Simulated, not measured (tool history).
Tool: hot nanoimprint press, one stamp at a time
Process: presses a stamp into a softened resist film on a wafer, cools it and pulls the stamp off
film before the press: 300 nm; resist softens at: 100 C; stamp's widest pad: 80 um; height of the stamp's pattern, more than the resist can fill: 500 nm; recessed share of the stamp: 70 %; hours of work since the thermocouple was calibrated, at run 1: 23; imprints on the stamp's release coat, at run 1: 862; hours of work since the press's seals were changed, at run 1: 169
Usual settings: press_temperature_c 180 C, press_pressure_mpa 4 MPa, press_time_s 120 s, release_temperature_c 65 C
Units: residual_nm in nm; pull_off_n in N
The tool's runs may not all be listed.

run     day  press_temperature_c  press_pressure_mpa  press_time_s  release_temperature_c  hours of work since the thermocouple was calibrated  imprints on the stamp's release coat  hours of work since the press's seals were changed  residual_nm  pull_off_n
  1       0                  180                   4           120                     65                                                   23                                   862                                                 169        173.8         161
  2   0.646                  180                   4           120                     65                                                   34                                   922                                                 181        172.6         165
  3   1.242                  180                   4           120                     65                                                   45                                   977                                                 191          174         165
  4   1.683                  180                   4           120                     65                                                   52                                  1017                                                 199        173.8         169
  5   2.275                  180                   4           120                     65                                                   63                                  1072                                                 209        172.4         167
  6   3.112                  180                   4           120                     65                                                   77                                  1149                                                 223        172.9         168
  7   3.625                  180                   4           120                     65                                                   86                                  1196                                                 232        173.6         166
  8   4.375                  180                   4           120                     65                                                   99                                  1265                                                 245        173.6         171
  9   5.229                  180                   4           120                     65                                                  114                                  1343                                                 260        173.7         163
 10   5.717                  180                   4           120                     65                                                  122                                  1388                                                 268        173.7         165
 11   6.504                  180                2.49           120                     65                                                  136                                  1460                                                 282        205.9         159
 12   7.183                  180                2.49           120                     65                                                  148                                  1523                                                 294        207.3         166
 13   7.654                  180                2.49           120                     65                                                  156                                  1566                                                 302        206.5         172
 14   8.562                  180                2.49           120                     65                                                  171                                  1650                                                 318        205.6         161
 15   8.954                  180                   4           120                     65                                                  178                                  1686                                                 324        173.2         166
 16   9.592                  191                   4            71                     65                                                  189                                  1744                                                 335        147.7         169
 17    10.2                  191                   4            71                     65                                                  200                                  1800                                                 346        146.4         170
 18    10.7                  191                   4            71                     65                                                  208                                  1846                                                 354        147.2         171
 19  11.383                  183                3.76            71                     65                                                  220                                  1909                                                 366        191.2         165
 20  12.112                  183                3.76            71                     65                                                  233                                  1976                                                 379        189.6         164
 21  12.971                  181                5.76           202                     59                                                  248                                  2055                                                 394        118.1         180
 22  13.842                  181                3.23           229                     67                                                  263                                  2135                                                 409        147.8         164
 23    14.3                  185                5.34            69                     65                                                  271                                  2177                                                 417          157         165
 24  15.117                  185                5.34            69                     65                                                  285                                  2252                                                 431        157.4         163
 25  15.867                  171                   4            94                     52                                                  298                                  2321                                                 444          235         198
 26  16.354                  180                3.98           120                     54                                                  306                                  2366                                                 452        173.6         185
 27  17.175                  180                3.98           120                     54                                                  320                                  2441                                                 466        174.2         183
       17.7  -- stamp cleaned and given a new release coat
 28  17.796                  175                5.56           125                     72                                                  327                                     9                                                 473        176.8         146
 29    18.7                  175                5.56           125                     72                                                  342                                    92                                                 488        176.9         148
 30  19.092                  180                   4            68                     65                                                  349                                   128                                                 495        204.4         162

4 ways to go on from here, each from the tool as it stands after run 30. What would each give?
  A  19.521                  188                   4           147                     71                                                  357                                   167                                                 503            ?           ?
  B  19.521                  184                2.55           182                     65                                                  357                                   167                                                 503            ?           ?
  C  19.521                  169                3.49            68                     65                                                  357                                   167                                                 503            ?           ?
  D  19.521                  176                   4            75                     67                                                  357                                   167                                                 503            ?           ?

run  residual_nm  pull_off_n
  A        123.8         146
  B          161         165
  C        262.5         161
  D        219.8         160
Without the tool's hidden state the same runs would have given:
run  residual_nm  pull_off_n
  A        123.8         146
  B        160.9         165
  C        262.4         161
  D        219.8         159
